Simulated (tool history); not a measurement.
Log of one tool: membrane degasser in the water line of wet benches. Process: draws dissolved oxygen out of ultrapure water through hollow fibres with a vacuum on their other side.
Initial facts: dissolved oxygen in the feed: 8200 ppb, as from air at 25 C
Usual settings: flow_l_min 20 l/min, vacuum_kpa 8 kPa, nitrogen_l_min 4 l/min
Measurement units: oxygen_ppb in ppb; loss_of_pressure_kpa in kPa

| run | hour | flow_l_min | vacuum_kpa | nitrogen_l_min | oxygen_ppb | loss_of_pressure_kpa |
|---|---|---|---|---|---|---|
| 1 | 0 | 20 | 8 | 4 | 63.9 | 59.33 |
|  | 84 | vacuum gauge calibrated |
| 2 | 156.1 | 28 | 8 | 4 | 90.1 | 82.97 |
| 3 | 231.8 | 28 | 8 | 4 | 92.6 | 83.14 |
| 4 | 321.2 | 20 | 5.48 | 4 | 31.6 | 59.36 |
| 5 | 431.5 | 18 | 8 | 4 | 55.8 | 53.4 |
| 6 | 500 | 18 | 8 | 4 | 55.6 | 53.02 |
| 7 | 565.9 | 20 | 12.13 | 4 | 111.8 | 59.18 |
| 8 | 653.4 | 20 | 12.13 | 3.3 | 135.5 | 59.1 |
| 9 | 781.8 | 20 | 8 | 4 | 63.1 | 59.63 |
| 10 | 916.9 | 20 | 8 | 4 | 63.7 | 59.25 |
| 11 | 989.5 | 20 | 8 | 4 | 63.8 | 59.73 |
| 12 | 1131.1 | 15 | 8 | 4 | 47.5 | 44.56 |
| 13 | 1210.4 | 15 | 8 | 4 | 47 | 44.08 |
| 14 | 1362.7 | 20 | 8 | 4 | 63.4 | 59.14 |
| 15 | 1503 | 13 | 8 | 4 | 39.6 | 38.5 |
| 16 | 1599.2 | 20 | 8 | 4 | 64.1 | 59.57 |
| 17 | 1667.5 | 20 | 8 | 4 | 62 | 59.22 |
| 18 | 1796 | 20 | 8 | 4 | 63.9 | 59.44 |
| 19 | 1939.9 | 20 | 8 | 4 | 62.8 | 59.15 |
| 20 | 2069.4 | 20 | 8 | 4 | 63.9 | 59.57 |
| 21 | 2137.4 | 25 | 7.22 | 2.38 | 108.2 | 74.31 |
| 22 | 2249.9 | 20 | 8 | 2.35 | 103.5 | 59.77 |
| 23 | 2321.5 | 27 | 9.63 | 4 | 116 | 80.67 |
| 24 | 2432.8 | 27 | 7.69 | 7.34 | 52.2 | 80.99 |
| 25 | 2548.6 | 23 | 7.69 | 4.77 | 59.4 | 68.65 |
| 26 | 2631.4 | 21 | 5.89 | 4.41 | 37.3 | 62.71 |
| 27 | 2765.8 | 20 | 7.4 | 10.93 | 24.3 | 59.88 |
| 28 | 2832.3 | 20 | 7.4 | 10.93 | 24.4 | 59.45 |
| 29 | 2980.2 | 20 | 7.4 | 10.93 | 24.1 | 59.57 |
| 30 | 3060.7 | 17 | 12.19 | 2.88 | 132.9 | 50.55 |
| 31 | 3178.5 | 20 | 12.61 | 4.07 | 118.6 | 59.83 |
| 32 | 3258.5 | 26 | 8 | 11.48 | 36.4 | 77.84 |

Predict each of these 3 candidate next runs independently; none follows another, all start after run 32:
| A | 3368.1 | 26 | 8 | 11.06 | ? | ? |
| B | 3368.1 | 26 | 10.17 | 11.48 | ? | ? |
| C | 3368.1 | 26 | 8 | 8.47 | ? | ? |

| run | oxygen_ppb | loss_of_pressure_kpa |
|---|---|---|
| A | 37.4 | 77.47 |
| B | 49.6 | 77.6 |
| C | 45.9 | 77.84 |
With no hidden state in the tool, these same runs would have given:
| run | oxygen_ppb | loss_of_pressure_kpa |
|---|---|---|
| A | 35.6 | 76.38 |
| B | 47.6 | 76.51 |
| C | 43.8 | 76.76 |
